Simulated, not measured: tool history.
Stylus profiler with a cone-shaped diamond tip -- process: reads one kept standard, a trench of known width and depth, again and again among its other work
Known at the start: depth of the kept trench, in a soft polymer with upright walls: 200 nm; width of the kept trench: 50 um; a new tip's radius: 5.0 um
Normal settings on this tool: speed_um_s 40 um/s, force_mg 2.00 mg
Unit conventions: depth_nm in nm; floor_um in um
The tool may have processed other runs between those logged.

run    hour  speed_um_s  force_mg  depth_nm  floor_um
  1     0.0          40      2.00    203.02     45.66
  2    67.1          40      1.62    203.00     45.61
  3   132.6          40      1.62    203.00     45.66
  4   231.0          11      2.00    203.36     45.74
  5   320.9          40      5.80    205.83     45.65
      390.6  -- height scale calibrated on a step standard
  6   399.8          40      5.80    206.64     45.66
  7   502.8          40      4.16    205.74     45.56
  8   555.5         127      2.00    204.63     45.18
  9   655.4         127      2.00    204.59     45.15
 10   743.9         127      2.00    204.48     45.12
 11   800.3         127      2.00    204.59     45.08
 12   853.5         127      2.00    204.61     45.10
 13   935.9         127      2.00    204.61     45.02
 14  1018.5          66      2.00    204.68     45.27
     1026.9  -- height scale calibrated on a step standard, once more
 15  1092.0          66      2.00    202.14     45.26
 16  1154.1          66      2.00    202.17     45.21
 17  1238.1          40      0.93    201.36     45.20
 18  1297.2          40      0.93    201.39     45.23
 19  1347.3          40      0.93    201.40     45.13
 20  1410.6         139      1.33    201.78     44.69
 21  1494.9         139      1.33    201.73     44.76
 22  1582.8         139      1.33    201.76     44.69
 23  1675.1          16      1.85    202.23     45.23

Predict each of these 4 candidate next runs independently; none follows another, all start after run 23:
  A  1764.3          14      5.19         ?         ?
  B  1764.3          11      1.27         ?         ?
  C  1764.3         107      1.85         ?         ?
  D  1764.3          61      4.16         ?         ?

run  depth_nm  floor_um
  A    204.52     45.20
  B    201.74     45.21
  C    202.24     44.86
  D    203.83     45.10
With no hidden state in the tool, these same runs would have given:
run  depth_nm  floor_um
  A    204.27     47.17
  B    201.50     47.18
  C    201.99     46.83
  D    203.58     47.07
